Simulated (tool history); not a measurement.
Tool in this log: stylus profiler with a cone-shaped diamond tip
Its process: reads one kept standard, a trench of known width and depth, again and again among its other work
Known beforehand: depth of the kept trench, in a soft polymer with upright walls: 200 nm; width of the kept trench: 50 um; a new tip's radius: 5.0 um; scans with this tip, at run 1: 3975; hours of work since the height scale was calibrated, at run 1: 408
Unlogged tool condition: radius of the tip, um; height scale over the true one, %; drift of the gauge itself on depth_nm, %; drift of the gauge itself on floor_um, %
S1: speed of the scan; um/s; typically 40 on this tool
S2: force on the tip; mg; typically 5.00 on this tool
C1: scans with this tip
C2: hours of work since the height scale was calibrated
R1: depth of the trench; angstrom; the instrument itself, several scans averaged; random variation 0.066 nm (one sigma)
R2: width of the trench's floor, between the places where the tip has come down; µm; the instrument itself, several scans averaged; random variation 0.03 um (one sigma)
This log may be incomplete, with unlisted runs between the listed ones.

run   hour  S1    S2    C1   C2      R1     R2
  1    0.0  40  5.00  3975  408  2015.1  46.24
  2    8.5  40  5.00  4023  412  2015.7  46.32
  3   21.8  40  5.00  4096  420  2016.7  46.28
  4   32.1  40  5.00  4154  426  2015.3  46.26
  5   40.5  40  5.00  4200  431  2016.5  46.27
  6   55.5  40  3.16  4283  439  2011.1  46.17
  7   68.4  40  8.57  4355  447  2024.0  46.22
  8   77.9  40  8.57  4408  452  2023.1  46.29
  9   95.7  40  5.00  4507  462  2015.5  46.17
 10  110.8  40  5.00  4590  471  2015.5  46.19
 11  126.4  40  3.11  4677  480  2009.2  46.13
 12  136.4  40  9.26  4733  485  2024.6  46.19
 13  147.8  40  3.22  4796  492  2010.5  46.08
 14  160.1  17  4.01  4864  499  2012.1  46.22
 15  172.4  17  4.01  4933  506  2012.4  46.17
 16  188.8  46  4.54  5024  515  2014.3  46.07

Run 17 has not been measured yet. What should we expect?
 17  196.8  41  5.00  5068  520   ?   ?

{"run 17": {"R1": 2013.5, "R2": 46.08}}
Were there no unlogged condition in the tool, this run, its random variation unchanged, would have produced R1 2016.4 angstrom, R2 47.09 µm.

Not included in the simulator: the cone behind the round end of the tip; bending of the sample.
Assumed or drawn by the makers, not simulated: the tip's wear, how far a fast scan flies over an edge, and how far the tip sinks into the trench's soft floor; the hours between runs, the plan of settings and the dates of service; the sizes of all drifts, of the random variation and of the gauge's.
